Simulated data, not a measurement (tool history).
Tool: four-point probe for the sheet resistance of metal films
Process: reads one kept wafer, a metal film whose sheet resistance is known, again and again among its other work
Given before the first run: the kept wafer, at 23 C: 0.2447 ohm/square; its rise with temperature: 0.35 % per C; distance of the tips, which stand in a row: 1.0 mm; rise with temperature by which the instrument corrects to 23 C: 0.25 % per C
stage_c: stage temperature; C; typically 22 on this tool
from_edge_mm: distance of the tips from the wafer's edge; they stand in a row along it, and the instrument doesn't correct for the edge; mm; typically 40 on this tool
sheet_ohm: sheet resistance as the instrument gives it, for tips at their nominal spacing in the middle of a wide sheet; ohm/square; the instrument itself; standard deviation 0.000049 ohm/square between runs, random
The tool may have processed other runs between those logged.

run,hour,stage_c,from_edge_mm,sheet_ohm
1,0.0,22,40,0.244527
2,11.2,22,40,0.244590
3,26.7,22,40,0.244547
4,39.8,22,40,0.244577
5,59.9,22,40,0.244558
6,78.7,33,40,0.247205
7,92.0,22,40,0.244557
8,101.9,22,40,0.244450
9,112.4,22,40,0.244608
10,121.1,22,40,0.244566
11,135.3,28,40,0.246027
12,146.9,22,40,0.244423
13,158.8,22,40,0.244539
14,173.0,22,40,0.244568
15,184.7,22,23,0.244634
16,197.6,27,23,0.246013
17,215.4,27,23,0.245984
18,228.4,27,23,0.245860
19,248.0,22,4,0.252434
20,259.8,22,4,0.252393
21,272.0,22,4,0.252356
22,290.3,22,4,0.252345
23,310.7,22,4,0.252451
24,322.7,22,4,0.252420
25,332.3,29,21,0.246408
26,346.9,29,21,0.246521
27,359.0,29,21,0.246475
28,378.1,29,21,0.246496
29,395.7,29,21,0.246474
30,406.9,32,40,0.246900
31,426.9,24,11,0.246000
32,436.0,18,43,0.243556
33,454.7,29,72,0.246190
34,467.4,26,18,0.245882
35,479.8,26,18,0.245873
36,491.8,26,18,0.245808
37,503.4,33,6,0.250759
38,516.8,33,6,0.250716
39,530.8,29,42,0.246281
40,550.5,30,3,0.260159
41,566.3,30,29,0.246528
42,580.3,22,17,0.244883
43,600.8,18,63,0.243540
44,620.3,18,63,0.243507
45,639.3,23,11,0.245887
46,648.4,23,4,0.252714

Branching from run 46: 3 alternative next runs. What would each branch give?
A,657.3,29,40,?
B,657.3,31,22,?
C,657.3,26,40,?

run,sheet_ohm
A,0.246278
B,0.246871
C,0.245424
With the hidden condition removed and each run's random variation left untouched, the same runs would have given:
run,sheet_ohm
A,0.246292
B,0.246885
C,0.245438
